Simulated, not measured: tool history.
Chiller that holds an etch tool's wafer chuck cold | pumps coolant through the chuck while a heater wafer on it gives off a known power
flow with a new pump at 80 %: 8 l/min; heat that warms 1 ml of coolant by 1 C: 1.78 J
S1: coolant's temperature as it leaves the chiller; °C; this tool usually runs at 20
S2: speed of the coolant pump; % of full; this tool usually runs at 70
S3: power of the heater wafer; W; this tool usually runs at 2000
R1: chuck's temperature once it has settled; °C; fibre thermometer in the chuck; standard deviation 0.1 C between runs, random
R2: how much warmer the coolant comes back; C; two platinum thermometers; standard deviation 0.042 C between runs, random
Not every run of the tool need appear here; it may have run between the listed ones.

run 1 day=0.000 | S1=20 S2=70 S3=2000 | R1=48.4 R2=9.65
-- day=3.262 chiller's thermometer calibrated
run 2 day=5.208 | S1=20 S2=70 S3=2000 | R1=48.5 R2=9.58
run 3 day=10.042 | S1=13 S2=70 S3=2000 | R1=41.5 R2=9.63
run 4 day=14.333 | S1=13 S2=70 S3=2000 | R1=41.5 R2=9.52
run 5 day=19.633 | S1=13 S2=96 S3=2000 | R1=35.5 R2=6.94
run 6 day=24.879 | S1=13 S2=96 S3=2000 | R1=35.6 R2=6.86
-- day=28.892 coolant changed, channels flushed
run 7 day=30.238 | S1=13 S2=96 S3=2000 | R1=35.4 R2=6.85
run 8 day=34.283 | S1=13 S2=96 S3=2000 | R1=35.6 R2=6.92
run 9 day=39.312 | S1=13 S2=96 S3=2000 | R1=35.4 R2=6.87
run 10 day=44.588 | S1=13 S2=87 S3=2000 | R1=37.0 R2=7.57
run 11 day=50.196 | S1=13 S2=87 S3=1215 | R1=27.8 R2=4.47
run 12 day=55.062 | S1=20 S2=70 S3=2000 | R1=48.4 R2=9.35
run 13 day=59.071 | S1=20 S2=87 S3=2000 | R1=44.3 R2=7.46
-- day=59.667 gauge calibrated
run 14 day=62.433 | S1=20 S2=70 S3=2000 | R1=48.4 R2=9.71
run 15 day=68.362 | S1=20 S2=70 S3=2000 | R1=48.2 R2=9.64
run 16 day=71.250 | S1=20 S2=70 S3=2000 | R1=48.2 R2=9.61
run 17 day=74.512 | S1=25 S2=86 S3=1160 | R1=39.1 R2=4.51
run 18 day=78.742 | S1=25 S2=86 S3=1160 | R1=39.1 R2=4.42
run 19 day=82.962 | S1=17 S2=70 S3=2000 | R1=45.4 R2=9.54
run 20 day=86.433 | S1=17 S2=70 S3=2000 | R1=45.4 R2=9.45
run 21 day=92.679 | S1=17 S2=64 S3=1978 | R1=47.0 R2=10.23
-- day=93.904 coolant pump overhauled
run 22 day=97.533 | S1=17 S2=71 S3=1175 | R1=33.5 R2=5.42
run 23 day=101.404 | S1=24 S2=96 S3=1033 | R1=35.5 R2=3.40
run 24 day=104.979 | S1=21 S2=70 S3=2000 | R1=49.3 R2=9.40
run 25 day=108.446 | S1=21 S2=83 S3=1100 | R1=34.6 R2=4.19
run 26 day=113.854 | S1=21 S2=83 S3=1100 | R1=34.6 R2=4.27
run 27 day=119.979 | S1=22 S2=69 S3=2000 | R1=50.5 R2=9.50
run 28 day=124.200 | S1=22 S2=69 S3=2000 | R1=50.7 R2=9.48
run 29 day=127.908 | S1=22 S2=69 S3=2000 | R1=50.4 R2=9.51
run 30 day=132.754 | S1=22 S2=69 S3=1620 | R1=45.2 R2=7.58
run 31 day=138.238 | S1=27 S2=69 S3=2438 | R1=62.0 R2=11.58

Each row is a separate what-if for the run after 31, all from the same tool condition, not one after another. Results?
run A day=141.225 | S1=14 S2=65 S3=1745 | R1=? R2=?
run B day=141.225 | S1=23 S2=97 S3=1149 | R1=? R2=?
run C day=141.225 | S1=13 S2=70 S3=1675 | R1=? R2=?
run D day=141.225 | S1=15 S2=69 S3=1011 | R1=? R2=?

run=A R1=40.4 R2=8.70
run=B R1=35.8 R2=3.66
run=C R1=36.7 R2=7.76
run=D R1=29.4 R2=4.66
Without the tool's unlogged condition, the same runs would have read:
run=A R1=40.4 R2=9.07
run=B R1=35.8 R2=4.03
run=C R1=36.7 R2=8.12
run=D R1=29.4 R2=5.03
